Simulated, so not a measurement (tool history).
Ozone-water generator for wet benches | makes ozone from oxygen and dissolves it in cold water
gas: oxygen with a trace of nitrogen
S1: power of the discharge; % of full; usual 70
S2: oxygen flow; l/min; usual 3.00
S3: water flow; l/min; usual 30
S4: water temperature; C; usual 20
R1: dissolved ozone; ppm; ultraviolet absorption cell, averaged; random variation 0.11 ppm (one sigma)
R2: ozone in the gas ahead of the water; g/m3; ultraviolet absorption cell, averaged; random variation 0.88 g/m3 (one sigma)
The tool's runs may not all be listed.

run,hour,S1,S2,S3,S4,R1,R2
1,0.0,70,3.00,30,20,8.7,145.8
2,98.1,70,3.00,30,20,8.7,146.4
3,285.1,70,3.00,30,26,8.3,145.4
4,443.4,70,3.00,30,26,8.2,143.2
5,612.0,70,2.63,30,20,8.2,154.0
6,763.9,70,2.63,30,20,8.5,153.9
7,863.7,70,2.63,30,20,8.2,153.7
8,1029.7,70,3.00,30,20,8.8,144.3
# hour 1040.9: water thermometer calibrated
9,1154.9,70,3.00,30,20,8.5,143.7
10,1256.8,70,3.00,30,20,8.7,143.2
11,1417.2,70,3.00,30,20,8.8,143.2
12,1529.0,70,3.61,30,20,8.9,129.0
13,1627.0,47,1.65,21,28,8.0,155.5
14,1804.9,85,1.67,21,19,11.4,214.4
# hour 1944.1: water thermometer calibrated, once more
15,2000.4,85,1.67,21,19,11.4,212.0
16,2089.0,69,2.98,30,20,8.6,139.7
17,2194.9,69,2.98,30,20,8.3,141.4
18,2372.2,66,4.40,40,15,7.1,113.2
19,2467.9,91,3.59,30,19,10.2,148.3
20,2643.1,62,2.00,43,20,4.5,162.4
21,2825.0,99,2.75,43,18,6.9,178.7
22,2931.2,70,1.71,23,20,9.3,187.0

Forecast each of these 5 alternatives for the next run:
A,3119.1,44,3.00,30,20,?,?
B,3119.1,75,1.71,23,20,?,?
C,3119.1,52,1.54,23,20,?,?
D,3119.1,70,1.71,23,19,?,?
E,3119.1,59,3.00,30,19,?,?

run,R1,R2
A,6.6,108.2
B,9.6,193.3
C,7.8,167.7
D,9.5,187.0
E,7.8,129.9
Without the tool's hidden state the same runs would have given:
run,R1,R2
A,7.0,111.5
B,10.2,201.5
C,8.2,173.5
D,10.1,194.7
E,8.2,134.7
